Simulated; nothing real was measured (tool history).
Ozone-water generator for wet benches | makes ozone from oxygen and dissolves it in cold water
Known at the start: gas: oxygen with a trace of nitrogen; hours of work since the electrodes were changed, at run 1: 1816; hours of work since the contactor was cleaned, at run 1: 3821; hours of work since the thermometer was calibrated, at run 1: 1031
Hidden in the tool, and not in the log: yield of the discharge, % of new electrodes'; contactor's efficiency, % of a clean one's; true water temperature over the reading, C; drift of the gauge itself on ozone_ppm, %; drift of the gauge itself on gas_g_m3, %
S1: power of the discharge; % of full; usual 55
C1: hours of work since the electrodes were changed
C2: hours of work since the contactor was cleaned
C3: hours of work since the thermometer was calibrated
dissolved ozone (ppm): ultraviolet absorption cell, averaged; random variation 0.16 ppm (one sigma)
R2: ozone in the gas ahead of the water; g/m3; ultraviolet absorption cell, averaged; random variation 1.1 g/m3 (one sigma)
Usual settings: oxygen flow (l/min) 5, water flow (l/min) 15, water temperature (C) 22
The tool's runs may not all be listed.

{"run": 1, "hour": 0.0, "S1": 55, "oxygen flow (l/min)": 5, "water flow (l/min)": 15, "water temperature (C)": 22, "C1": 1816, "C2": 3821, "C3": 1031, "dissolved ozone (ppm)": 20.6, "R2": 191.1}
{"run": 2, "hour": 51.5, "S1": 55, "oxygen flow (l/min)": 5, "water flow (l/min)": 15, "water temperature (C)": 22, "C1": 1857, "C2": 3862, "C3": 1072, "dissolved ozone (ppm)": 20.7, "R2": 189.7}
{"run": 3, "hour": 88.5, "S1": 55, "oxygen flow (l/min)": 3.81, "water flow (l/min)": 15, "water temperature (C)": 22, "C1": 1886, "C2": 3891, "C3": 1102, "dissolved ozone (ppm)": 20.1, "R2": 211.7}
{"run": 4, "hour": 133.0, "S1": 55, "oxygen flow (l/min)": 3.81, "water flow (l/min)": 15, "water temperature (C)": 22, "C1": 1922, "C2": 3927, "C3": 1137, "dissolved ozone (ppm)": 19.6, "R2": 212.5}
{"run": 5, "hour": 185.8, "S1": 55, "oxygen flow (l/min)": 5, "water flow (l/min)": 15, "water temperature (C)": 22, "C1": 1963, "C2": 3969, "C3": 1179, "dissolved ozone (ppm)": 20.5, "R2": 191.8}
{"run": 6, "hour": 217.4, "S1": 55, "oxygen flow (l/min)": 6.77, "water flow (l/min)": 15, "water temperature (C)": 22, "C1": 1989, "C2": 3994, "C3": 1204, "dissolved ozone (ppm)": 20.5, "R2": 167.9}
{"run": 7, "hour": 261.2, "S1": 55, "oxygen flow (l/min)": 6.77, "water flow (l/min)": 15, "water temperature (C)": 22, "C1": 2023, "C2": 4029, "C3": 1239, "dissolved ozone (ppm)": 20.8, "R2": 168.1}
{"run": 8, "hour": 297.5, "S1": 55, "oxygen flow (l/min)": 5, "water flow (l/min)": 15, "water temperature (C)": 22, "C1": 2052, "C2": 4058, "C3": 1268, "dissolved ozone (ppm)": 20.5, "R2": 188.7}
{"run": 9, "hour": 349.1, "S1": 55, "oxygen flow (l/min)": 5, "water flow (l/min)": 15, "water temperature (C)": 22, "C1": 2093, "C2": 4099, "C3": 1309, "dissolved ozone (ppm)": 20.4, "R2": 189.7}
{"hour": 389.4, "done": "contactor cleaned"}
{"run": 10, "hour": 418.6, "S1": 55, "oxygen flow (l/min)": 4.94, "water flow (l/min)": 15, "water temperature (C)": 22, "C1": 2146, "C2": 23, "C3": 1361, "dissolved ozone (ppm)": 20.9, "R2": 189.5}
{"run": 11, "hour": 485.5, "S1": 55, "oxygen flow (l/min)": 5, "water flow (l/min)": 15, "water temperature (C)": 22, "C1": 2199, "C2": 77, "C3": 1415, "dissolved ozone (ppm)": 20.9, "R2": 189.3}
{"run": 12, "hour": 541.6, "S1": 84, "oxygen flow (l/min)": 5, "water flow (l/min)": 15, "water temperature (C)": 22, "C1": 2243, "C2": 121, "C3": 1459, "dissolved ozone (ppm)": 30.2, "R2": 273.2}
{"run": 13, "hour": 604.9, "S1": 84, "oxygen flow (l/min)": 5, "water flow (l/min)": 15, "water temperature (C)": 22, "C1": 2294, "C2": 172, "C3": 1510, "dissolved ozone (ppm)": 30.3, "R2": 272.5}
{"run": 14, "hour": 656.1, "S1": 55, "oxygen flow (l/min)": 7.95, "water flow (l/min)": 15, "water temperature (C)": 22, "C1": 2335, "C2": 212, "C3": 1550, "dissolved ozone (ppm)": 20.7, "R2": 155.8}
{"run": 15, "hour": 695.3, "S1": 86, "oxygen flow (l/min)": 5.38, "water flow (l/min)": 14, "water temperature (C)": 22, "C1": 2366, "C2": 243, "C3": 1582, "dissolved ozone (ppm)": 32.5, "R2": 267.6}
{"run": 16, "hour": 742.8, "S1": 55, "oxygen flow (l/min)": 5, "water flow (l/min)": 15, "water temperature (C)": 20, "C1": 2403, "C2": 281, "C3": 1619, "dissolved ozone (ppm)": 21.2, "R2": 188.7}
{"run": 17, "hour": 800.6, "S1": 52, "oxygen flow (l/min)": 2.66, "water flow (l/min)": 15, "water temperature (C)": 20, "C1": 2449, "C2": 327, "C3": 1665, "dissolved ozone (ppm)": 18.7, "R2": 232.2}
{"run": 18, "hour": 848.8, "S1": 52, "oxygen flow (l/min)": 2.66, "water flow (l/min)": 15, "water temperature (C)": 20, "C1": 2488, "C2": 366, "C3": 1704, "dissolved ozone (ppm)": 18.7, "R2": 236.3}
{"run": 19, "hour": 895.2, "S1": 48, "oxygen flow (l/min)": 7.63, "water flow (l/min)": 15, "water temperature (C)": 16, "C1": 2525, "C2": 402, "C3": 1741, "dissolved ozone (ppm)": 20.7, "R2": 141.3}
{"run": 20, "hour": 957.5, "S1": 48, "oxygen flow (l/min)": 7.63, "water flow (l/min)": 15, "water temperature (C)": 16, "C1": 2574, "C2": 452, "C3": 1790, "dissolved ozone (ppm)": 20.7, "R2": 140.8}
{"run": 21, "hour": 1005.6, "S1": 48, "oxygen flow (l/min)": 7.63, "water flow (l/min)": 15, "water temperature (C)": 14, "C1": 2613, "C2": 490, "C3": 1828, "dissolved ozone (ppm)": 21.6, "R2": 141.2}
{"run": 22, "hour": 1043.0, "S1": 54, "oxygen flow (l/min)": 7.42, "water flow (l/min)": 15, "water temperature (C)": 22, "C1": 2642, "C2": 520, "C3": 1858, "dissolved ozone (ppm)": 20.4, "R2": 158.1}
{"run": 23, "hour": 1074.8, "S1": 50, "oxygen flow (l/min)": 7.42, "water flow (l/min)": 15, "water temperature (C)": 21, "C1": 2668, "C2": 545, "C3": 1883, "dissolved ozone (ppm)": 19.5, "R2": 147.3}
{"run": 24, "hour": 1103.5, "S1": 50, "oxygen flow (l/min)": 7.42, "water flow (l/min)": 15, "water temperature (C)": 21, "C1": 2690, "C2": 568, "C3": 1906, "dissolved ozone (ppm)": 19.4, "R2": 147.9}
{"run": 25, "hour": 1156.4, "S1": 91, "oxygen flow (l/min)": 5, "water flow (l/min)": 15, "water temperature (C)": 17, "C1": 2733, "C2": 610, "C3": 1948, "dissolved ozone (ppm)": 34.4, "R2": 290.9}
{"run": 26, "hour": 1203.2, "S1": 49, "oxygen flow (l/min)": 5, "water flow (l/min)": 20, "water temperature (C)": 17, "C1": 2770, "C2": 648, "C3": 1986, "dissolved ozone (ppm)": 15.9, "R2": 168.8}
{"run": 27, "hour": 1252.4, "S1": 50, "oxygen flow (l/min)": 5, "water flow (l/min)": 16, "water temperature (C)": 21, "C1": 2809, "C2": 687, "C3": 2025, "dissolved ozone (ppm)": 18.3, "R2": 170.7}
{"run": 28, "hour": 1300.7, "S1": 50, "oxygen flow (l/min)": 5, "water flow (l/min)": 16, "water temperature (C)": 21, "C1": 2847, "C2": 725, "C3": 2063, "dissolved ozone (ppm)": 18.3, "R2": 173}

The same runs without the tool's hidden state, with the same run-to-run variation:
run=1 dissolved_ozone_(ppm)=21.5 R2=194.9
run=2 dissolved_ozone_(ppm)=21.7 R2=193.6
run=3 dissolved_ozone_(ppm)=21 R2=216.1
run=4 dissolved_ozone_(ppm)=20.6 R2=217.1
run=5 dissolved_ozone_(ppm)=21.6 R2=196
run=6 dissolved_ozone_(ppm)=21.5 R2=171.7
run=7 dissolved_ozone_(ppm)=21.8 R2=172
run=8 dissolved_ozone_(ppm)=21.6 R2=193.2
run=9 dissolved_ozone_(ppm)=21.4 R2=194.3
run=10 dissolved_ozone_(ppm)=21.6 R2=194.2
run=11 dissolved_ozone_(ppm)=21.6 R2=194.2
run=12 dissolved_ozone_(ppm)=31.7 R2=283.8
run=13 dissolved_ozone_(ppm)=31.8 R2=283.4
run=14 dissolved_ozone_(ppm)=21.4 R2=160.1
run=15 dissolved_ozone_(ppm)=34.2 R2=278.9
run=16 dissolved_ozone_(ppm)=22 R2=194.1
run=17 dissolved_ozone_(ppm)=19.4 R2=238.6
run=18 dissolved_ozone_(ppm)=19.4 R2=242.9
run=19 dissolved_ozone_(ppm)=21.4 R2=144.9
run=20 dissolved_ozone_(ppm)=21.5 R2=144.5
run=21 dissolved_ozone_(ppm)=22.5 R2=145
run=22 dissolved_ozone_(ppm)=21.3 R2=163.1
run=23 dissolved_ozone_(ppm)=20.3 R2=151.6
run=24 dissolved_ozone_(ppm)=20.2 R2=152.3
run=25 dissolved_ozone_(ppm)=36.7 R2=306.2
run=26 dissolved_ozone_(ppm)=16.6 R2=173.8
run=27 dissolved_ozone_(ppm)=19.1 R2=176
run=28 dissolved_ozone_(ppm)=19.1 R2=178.4
